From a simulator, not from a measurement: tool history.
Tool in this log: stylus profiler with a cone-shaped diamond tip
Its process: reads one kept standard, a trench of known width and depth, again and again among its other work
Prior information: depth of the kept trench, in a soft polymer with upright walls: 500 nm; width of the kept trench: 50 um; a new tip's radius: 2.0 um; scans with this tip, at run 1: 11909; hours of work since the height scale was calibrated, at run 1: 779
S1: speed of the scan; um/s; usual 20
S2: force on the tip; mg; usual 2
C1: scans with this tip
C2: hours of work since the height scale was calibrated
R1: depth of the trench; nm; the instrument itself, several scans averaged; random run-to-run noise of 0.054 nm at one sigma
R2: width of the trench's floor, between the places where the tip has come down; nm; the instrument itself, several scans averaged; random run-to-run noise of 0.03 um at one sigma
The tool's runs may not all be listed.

run 1 hour=0 | S1=20 S2=2 | C1=11909 C2=779 | R1=507.15 R2=47240
run 2 hour=69.1 | S1=20 S2=2 | C1=12239 C2=828 | R1=507.21 R2=47260
run 3 hour=158.1 | S1=20 S2=2 | C1=12664 C2=891 | R1=507.23 R2=47260
-- hour=188.1 height scale calibrated on a step standard
run 4 hour=247.9 | S1=20 S2=2 | C1=13090 C2=42 | R1=507.18 R2=47200
run 5 hour=319.9 | S1=20 S2=2 | C1=13433 C2=93 | R1=507.18 R2=47270
run 6 hour=407.6 | S1=42 S2=2 | C1=13852 C2=155 | R1=507.22 R2=47160
run 7 hour=483.3 | S1=42 S2=2 | C1=14213 C2=208 | R1=507.16 R2=47140
run 8 hour=557 | S1=24 S2=2 | C1=14565 C2=260 | R1=507.1 R2=47210
run 9 hour=601.4 | S1=24 S2=2 | C1=14776 C2=291 | R1=507.15 R2=47200
run 10 hour=671.9 | S1=24 S2=2 | C1=15113 C2=341 | R1=507.19 R2=47150
run 11 hour=716.6 | S1=24 S2=2 | C1=15326 C2=372 | R1=507.12 R2=47250
run 12 hour=804.7 | S1=24 S2=2 | C1=15747 C2=434 | R1=507.15 R2=47210
run 13 hour=877.2 | S1=24 S2=2 | C1=16092 C2=485 | R1=507.22 R2=47210
run 14 hour=950 | S1=25 S2=2 | C1=16440 C2=536 | R1=507.14 R2=47210
run 15 hour=1022.2 | S1=22 S2=5.25 | C1=16785 C2=587 | R1=513.72 R2=47290
run 16 hour=1100.2 | S1=29 S2=2 | C1=17157 C2=642 | R1=507.19 R2=47230
run 17 hour=1151.9 | S1=29 S2=2 | C1=17404 C2=679 | R1=507.23 R2=47170
run 18 hour=1245.4 | S1=20 S2=2.51 | C1=17849 C2=744 | R1=508.36 R2=47210
run 19 hour=1345.9 | S1=20 S2=1.05 | C1=18329 C2=815 | R1=504.63 R2=47240
run 20 hour=1393.8 | S1=20 S2=1.05 | C1=18558 C2=849 | R1=504.71 R2=47200
run 21 hour=1456.6 | S1=20 S2=1.05 | C1=18857 C2=893 | R1=504.71 R2=47180

Measured less the same run without the tool's hidden state. The same run-to-run variation is in both; the gauge's scatter may not be:
What the log doesn't record here: radius of the tip, um; height scale over the true one, %; drift of the gauge itself on depth_nm, %; drift of the gauge itself on floor_um, %.
run=1 R2=-20
run=2 R2=-20
run=3 R2=-20
run=4 R2=-30
run=5 R2=-20
run=6 R2=-20
run=7 R2=-30
run=8 R2=-20
run=9 R2=-30
run=10 R2=-30
run=11 R2=-30
run=12 R2=-20
run=13 R2=-30
run=14 R2=-30
run=15 R2=-30
run=16 R2=-30
run=17 R2=-30
run=18 R2=-30
run=19 R2=-30
run=20 R2=-40
run=21 R2=-40
R1: differs from the measured result by no more than 0.01 nm in any run.

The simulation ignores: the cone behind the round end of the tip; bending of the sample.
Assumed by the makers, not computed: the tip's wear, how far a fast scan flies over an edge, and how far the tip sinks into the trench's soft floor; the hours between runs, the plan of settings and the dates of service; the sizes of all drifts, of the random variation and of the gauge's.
